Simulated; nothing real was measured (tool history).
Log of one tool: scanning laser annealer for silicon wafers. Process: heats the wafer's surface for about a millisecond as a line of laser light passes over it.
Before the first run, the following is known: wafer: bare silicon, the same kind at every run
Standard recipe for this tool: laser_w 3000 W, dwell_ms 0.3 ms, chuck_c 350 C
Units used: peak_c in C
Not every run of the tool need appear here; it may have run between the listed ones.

{"run": 1, "hour": 0.0, "laser_w": 3000, "dwell_ms": 0.3, "chuck_c": 350, "peak_c": 1041}
{"run": 2, "hour": 21.8, "laser_w": 3000, "dwell_ms": 0.3, "chuck_c": 350, "peak_c": 1041}
{"run": 3, "hour": 41.0, "laser_w": 3000, "dwell_ms": 0.3, "chuck_c": 350, "peak_c": 1040}
{"run": 4, "hour": 77.0, "laser_w": 3000, "dwell_ms": 0.3, "chuck_c": 350, "peak_c": 1038}
{"run": 5, "hour": 95.2, "laser_w": 3000, "dwell_ms": 0.263, "chuck_c": 350, "peak_c": 995}
{"run": 6, "hour": 134.2, "laser_w": 3000, "dwell_ms": 0.263, "chuck_c": 350, "peak_c": 990}
{"run": 7, "hour": 161.2, "laser_w": 2924, "dwell_ms": 0.263, "chuck_c": 350, "peak_c": 973}
{"run": 8, "hour": 194.6, "laser_w": 2924, "dwell_ms": 0.263, "chuck_c": 350, "peak_c": 973}
{"run": 9, "hour": 232.4, "laser_w": 2924, "dwell_ms": 0.263, "chuck_c": 350, "peak_c": 970}
{"run": 10, "hour": 269.8, "laser_w": 3000, "dwell_ms": 0.3, "chuck_c": 350, "peak_c": 1034}
{"run": 11, "hour": 286.2, "laser_w": 3000, "dwell_ms": 0.3, "chuck_c": 350, "peak_c": 1032}
{"run": 12, "hour": 308.4, "laser_w": 3000, "dwell_ms": 0.219, "chuck_c": 350, "peak_c": 934}
{"run": 13, "hour": 342.1, "laser_w": 3000, "dwell_ms": 0.3, "chuck_c": 350, "peak_c": 1027}
{"hour": 346.1, "done": "window over the wafer cleaned"}
{"run": 14, "hour": 364.4, "laser_w": 3000, "dwell_ms": 0.3, "chuck_c": 350, "peak_c": 1025}
{"run": 15, "hour": 387.1, "laser_w": 3000, "dwell_ms": 0.3, "chuck_c": 350, "peak_c": 1028}
{"run": 16, "hour": 409.3, "laser_w": 3000, "dwell_ms": 0.3, "chuck_c": 350, "peak_c": 1026}
{"run": 17, "hour": 433.6, "laser_w": 3000, "dwell_ms": 0.3, "chuck_c": 350, "peak_c": 1024}
{"run": 18, "hour": 468.7, "laser_w": 3000, "dwell_ms": 0.3, "chuck_c": 373, "peak_c": 1049}
{"run": 19, "hour": 493.4, "laser_w": 3000, "dwell_ms": 0.3, "chuck_c": 373, "peak_c": 1045}
{"run": 20, "hour": 515.3, "laser_w": 3000, "dwell_ms": 0.3, "chuck_c": 371, "peak_c": 1045}
{"run": 21, "hour": 541.4, "laser_w": 3000, "dwell_ms": 0.33, "chuck_c": 350, "peak_c": 1052}
{"hour": 556.7, "done": "window over the wafer cleaned, once more"}
{"hour": 575.2, "done": "optics aligned, line set to its width"}
{"run": 22, "hour": 576.6, "laser_w": 2631, "dwell_ms": 0.319, "chuck_c": 350, "peak_c": 967}
{"run": 23, "hour": 595.2, "laser_w": 2788, "dwell_ms": 0.227, "chuck_c": 332, "peak_c": 891}
{"run": 24, "hour": 630.4, "laser_w": 2788, "dwell_ms": 0.227, "chuck_c": 332, "peak_c": 889}
{"run": 25, "hour": 648.5, "laser_w": 2788, "dwell_ms": 0.352, "chuck_c": 328, "peak_c": 1021}
{"run": 26, "hour": 665.2, "laser_w": 2759, "dwell_ms": 0.263, "chuck_c": 376, "peak_c": 964}
{"run": 27, "hour": 688.2, "laser_w": 2759, "dwell_ms": 0.263, "chuck_c": 376, "peak_c": 969}
{"run": 28, "hour": 713.0, "laser_w": 2843, "dwell_ms": 0.274, "chuck_c": 349, "peak_c": 973}
{"run": 29, "hour": 747.0, "laser_w": 2843, "dwell_ms": 0.274, "chuck_c": 354, "peak_c": 977}
{"run": 30, "hour": 785.4, "laser_w": 2825, "dwell_ms": 0.274, "chuck_c": 354, "peak_c": 971}
{"run": 31, "hour": 803.7, "laser_w": 2825, "dwell_ms": 0.274, "chuck_c": 354, "peak_c": 970}
{"run": 32, "hour": 827.3, "laser_w": 2825, "dwell_ms": 0.274, "chuck_c": 354, "peak_c": 973}
{"run": 33, "hour": 851.7, "laser_w": 3242, "dwell_ms": 0.362, "chuck_c": 389, "peak_c": 1231}
{"run": 34, "hour": 871.8, "laser_w": 2603, "dwell_ms": 0.225, "chuck_c": 389, "peak_c": 894}
{"run": 35, "hour": 889.8, "laser_w": 2603, "dwell_ms": 0.225, "chuck_c": 389, "peak_c": 891}
{"run": 36, "hour": 927.8, "laser_w": 2603, "dwell_ms": 0.225, "chuck_c": 389, "peak_c": 888}
{"run": 37, "hour": 963.7, "laser_w": 2721, "dwell_ms": 0.287, "chuck_c": 389, "peak_c": 986}
{"run": 38, "hour": 983.6, "laser_w": 2721, "dwell_ms": 0.287, "chuck_c": 389, "peak_c": 984}
{"run": 39, "hour": 1010.5, "laser_w": 2721, "dwell_ms": 0.287, "chuck_c": 389, "peak_c": 986}
{"run": 40, "hour": 1034.8, "laser_w": 2721, "dwell_ms": 0.287, "chuck_c": 389, "peak_c": 984}
{"run": 41, "hour": 1060.7, "laser_w": 2721, "dwell_ms": 0.287, "chuck_c": 389, "peak_c": 981}

Consider 3 possible next runs. They are alternatives, not a sequence: every one starts from the tool as it was left by run 41. What does each give?
{"run": "A", "hour": 1097.3, "laser_w": 3018, "dwell_ms": 0.287, "chuck_c": 362, "peak_c": "?"}
{"run": "B", "hour": 1097.3, "laser_w": 2721, "dwell_ms": 0.218, "chuck_c": 389, "peak_c": "?"}
{"run": "C", "hour": 1097.3, "laser_w": 3233, "dwell_ms": 0.308, "chuck_c": 319, "peak_c": "?"}

run=A peak_c=1031
run=B peak_c=903
run=C peak_c=1079
Had the tool no hidden state, the same runs would have come out as:
run=A peak_c=1054
run=B peak_c=920
run=C peak_c=1105

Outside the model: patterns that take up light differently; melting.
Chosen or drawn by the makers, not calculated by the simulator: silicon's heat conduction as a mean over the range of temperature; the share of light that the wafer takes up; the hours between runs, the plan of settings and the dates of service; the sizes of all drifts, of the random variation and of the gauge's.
